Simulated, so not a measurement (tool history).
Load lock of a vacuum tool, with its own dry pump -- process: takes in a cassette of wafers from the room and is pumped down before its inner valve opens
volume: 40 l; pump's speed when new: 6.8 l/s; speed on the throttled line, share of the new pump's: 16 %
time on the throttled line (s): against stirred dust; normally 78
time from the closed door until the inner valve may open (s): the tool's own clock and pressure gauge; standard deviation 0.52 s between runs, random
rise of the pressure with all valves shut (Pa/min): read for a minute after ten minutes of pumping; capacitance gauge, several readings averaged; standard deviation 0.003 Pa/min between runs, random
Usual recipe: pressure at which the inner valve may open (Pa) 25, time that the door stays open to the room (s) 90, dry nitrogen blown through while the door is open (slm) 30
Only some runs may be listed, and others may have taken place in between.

run	hour	time on the throttled line (s)	pressure at which the inner valve may open (Pa)	time that the door stays open to the room (s)	dry nitrogen blown through while the door is open (slm)	incoming humidity of the room's air, %	time from the closed door until the inner valve may open (s)	rise of the pressure with all valves shut (Pa/min)
1	0.0	78	25	90	30	46.8	120.5	0.433
2	190.0	78	25	90	30	46.3	120.8	0.448
3	431.2	78	25	41	30	42.6	120.3	0.439
4	716.2	78	25	41	30	49.2	119.1	0.453
5	1000.5	78	25	90	30	46.4	119.8	0.489
# hour 1140.0: dry pump taken out, an overhauled one fitted
6	1189.6	78	25	90	30	42.4	114.3	0.488
7	1435.4	78	25	90	30	49.3	115.3	0.521
8	1719.6	78	25	90	30	41.4	115.0	0.522
9	1893.2	129	26	156	4	43.6	158.6	0.620
10	2023.6	129	26	156	4	43.5	157.4	0.617
11	2276.9	78	47	90	21	45.0	111.8	0.567
# hour 2441.8: door's seal changed, seat wiped
12	2465.2	78	47	90	21	48.3	110.1	0.068
13	2626.5	52	47	90	30	43.9	89.5	0.061
14	2764.7	97	25	90	25	45.1	131.2	0.068
15	2910.2	97	25	90	25	47.1	131.7	0.068
16	3103.2	40	25	38	25	46.3	84.0	0.039

Pick out some run-to-run changes in time from the closed door until the inner valve may open (s). Of each, how much would a tool without hidden state show as well, from the settings, what came in and chance, and how much is left for the hidden state and any gauge scatter not in both results compared?
Hidden conditions of the tool in this case: pump's speed, % of a new pump's; leak at the door's seal, Pa l/s; drift of the gauge itself on ready_s, %; drift of the gauge itself on rise_pa_min, %.
Run 5 -> 6: dry pump taken out, an overhauled one fitted. time from the closed door until the inner valve may open (s) -5.5: hidden state -5.2, all else -0.3.
Run 15 -> 16: time on the throttled line (s) 97 -> 40, time that the door stays open to the room (s) 90 -> 38. time from the closed door until the inner valve may open (s) -47.7: hidden state +0.5, all else -48.2.
